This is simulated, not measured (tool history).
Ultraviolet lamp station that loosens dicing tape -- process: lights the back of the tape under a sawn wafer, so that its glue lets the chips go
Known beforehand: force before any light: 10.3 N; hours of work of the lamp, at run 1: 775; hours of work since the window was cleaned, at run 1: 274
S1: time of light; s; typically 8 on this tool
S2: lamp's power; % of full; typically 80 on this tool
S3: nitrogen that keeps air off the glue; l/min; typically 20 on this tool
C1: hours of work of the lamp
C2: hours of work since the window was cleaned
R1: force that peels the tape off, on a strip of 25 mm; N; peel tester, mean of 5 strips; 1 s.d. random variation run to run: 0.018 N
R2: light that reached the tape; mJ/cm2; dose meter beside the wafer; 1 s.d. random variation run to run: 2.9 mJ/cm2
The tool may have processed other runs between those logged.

run,day,S1,S2,S3,C1,C2,R1,R2
1,0,8,80,20,775,274,1.952,274
2,3.85,8,80,20,841,340,2.133,259
# day 5.829: window cleaned of glue's vapour
3,7.221,8,80,20,899,24,1.806,285
4,10.125,8,80,20,949,74,1.859,279
5,13.079,8,81,20,999,124,2.036,269
6,16.988,8,81,20,1066,191,2.266,251
7,18.754,8,81,20,1097,222,2.375,245
8,21.3,8,81,20,1140,265,2.421,234
9,23.246,8,81,20,1174,299,2.595,227
10,27.008,8,81,20,1238,363,2.863,210
# day 27.704: window cleaned of glue's vapour
11,30.946,8,81,20,1305,56,2.477,231
# day 31.317: lamp changed
12,34.558,9,81,20,56,117,0.761,453
13,36.8,9,81,20,94,155,0.828,445
14,39.175,7,91,10,135,196,1.785,374
15,42.6,5,84,10,194,255,3.361,236
16,44.612,7,80,20,228,289,1.669,304
17,48.012,8,79,18,286,348,1.514,333
# day 49.629: window cleaned of glue's vapour
18,50.542,6,80,28,329,16,1.529,280
19,53.596,6,80,7,382,68,3.512,270
20,56.217,6,80,7,427,113,3.428,259
21,58.558,6,80,7,467,153,3.635,252
22,60.962,8,80,18,508,194,1.566,324
23,64.092,11,92,7,562,248,1.475,490
24,68.267,11,92,7,633,320,1.626,450
# day 71.567: window cleaned of glue's vapour
25,71.679,13,92,9,692,2,0.747,618
26,75.288,13,92,9,754,64,0.862,581

Predict each of these 4 candidate next runs independently; none follows another, all start after run 26:
A,78.088,4,98,39,802,112,?,?
B,78.088,11,80,27,802,112,?,?
C,78.088,8,80,31,802,112,?,?
D,78.088,10,86,29,802,112,?,?

run,R1,R2
A,2.586,182
B,0.766,405
C,1.269,300
D,0.787,408
Had the tool no hidden state, the same runs would have come out as:
run,R1,R2
A,1.463,263
B,0.367,587
C,0.606,433
D,0.381,587
